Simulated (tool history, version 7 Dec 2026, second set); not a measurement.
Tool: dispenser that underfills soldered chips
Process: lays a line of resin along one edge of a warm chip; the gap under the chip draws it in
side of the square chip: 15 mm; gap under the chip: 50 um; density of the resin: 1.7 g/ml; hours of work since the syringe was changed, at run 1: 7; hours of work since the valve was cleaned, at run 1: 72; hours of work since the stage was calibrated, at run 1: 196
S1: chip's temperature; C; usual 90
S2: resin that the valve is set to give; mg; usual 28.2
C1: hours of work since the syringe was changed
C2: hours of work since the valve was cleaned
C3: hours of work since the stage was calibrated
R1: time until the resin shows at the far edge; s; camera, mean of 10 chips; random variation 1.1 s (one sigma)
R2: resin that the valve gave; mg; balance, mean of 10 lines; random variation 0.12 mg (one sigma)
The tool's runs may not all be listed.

{"run": 1, "hour": 0.0, "S1": 90, "S2": 28.2, "C1": 7, "C2": 72, "C3": 196, "R1": 185.8, "R2": 27.34}
{"hour": 4.0, "done": "new syringe of resin"}
{"run": 2, "hour": 16.0, "S1": 90, "S2": 28.2, "C1": 9, "C2": 85, "C3": 209, "R1": 234.3, "R2": 26.96}
{"hour": 17.9, "done": "new syringe of resin"}
{"run": 3, "hour": 26.2, "S1": 90, "S2": 28.2, "C1": 6, "C2": 92, "C3": 216, "R1": 175.0, "R2": 26.92}
{"hour": 30.9, "done": "new syringe of resin"}
{"run": 4, "hour": 43.1, "S1": 90, "S2": 28.2, "C1": 10, "C2": 105, "C3": 229, "R1": 231.7, "R2": 26.93}
{"hour": 44.8, "done": "new syringe of resin"}
{"hour": 48.5, "done": "dispensing valve cleaned and set on the balance"}
{"hour": 59.2, "done": "new syringe of resin"}
{"run": 5, "hour": 61.3, "S1": 90, "S2": 28.2, "C1": 2, "C2": 10, "C3": 242, "R1": 112.2, "R2": 27.91}
{"hour": 72.6, "done": "new syringe of resin"}
{"run": 6, "hour": 76.2, "S1": 80, "S2": 29.1, "C1": 3, "C2": 21, "C3": 254, "R1": 191.6, "R2": 28.77}
{"run": 7, "hour": 84.7, "S1": 88, "S2": 27.1, "C1": 9, "C2": 28, "C3": 260, "R1": 245.6, "R2": 26.79}
{"hour": 85.9, "done": "new syringe of resin"}
{"run": 8, "hour": 96.9, "S1": 91, "S2": 28.0, "C1": 9, "C2": 37, "C3": 270, "R1": 201.7, "R2": 27.65}
{"hour": 99.3, "done": "new syringe of resin"}
{"run": 9, "hour": 105.1, "S1": 91, "S2": 28.0, "C1": 5, "C2": 43, "C3": 276, "R1": 141.3, "R2": 27.7}
{"hour": 112.7, "done": "new syringe of resin"}
{"run": 10, "hour": 113.7, "S1": 95, "S2": 29.8, "C1": 1, "C2": 50, "C3": 282, "R1": 85.4, "R2": 29.27}

4 ways to go on from here, each from the tool as it stands after run 10. What would each give?
{"run": "A", "hour": 124.8, "S1": 88, "S2": 27.2, "C1": 9, "C2": 58, "C3": 291, "R1": "?", "R2": "?"}
{"run": "B", "hour": 124.8, "S1": 81, "S2": 26.3, "C1": 9, "C2": 58, "C3": 291, "R1": "?", "R2": "?"}
{"run": "C", "hour": 124.8, "S1": 101, "S2": 26.6, "C1": 9, "C2": 58, "C3": 291, "R1": "?", "R2": "?"}
{"run": "D", "hour": 124.8, "S1": 89, "S2": 25.8, "C1": 9, "C2": 58, "C3": 291, "R1": "?", "R2": "?"}

run=A R1=247.3 R2=26.58
run=B R1=334.9 R2=25.38
run=C R1=150.9 R2=26.05
run=D R1=244.4 R2=25.31
Without the tool's hidden state the same runs would have given:
run=A R1=116.5 R2=27.26
run=B R1=158.0 R2=26.03
run=C R1=70.7 R2=26.72
run=D R1=114.8 R2=25.96
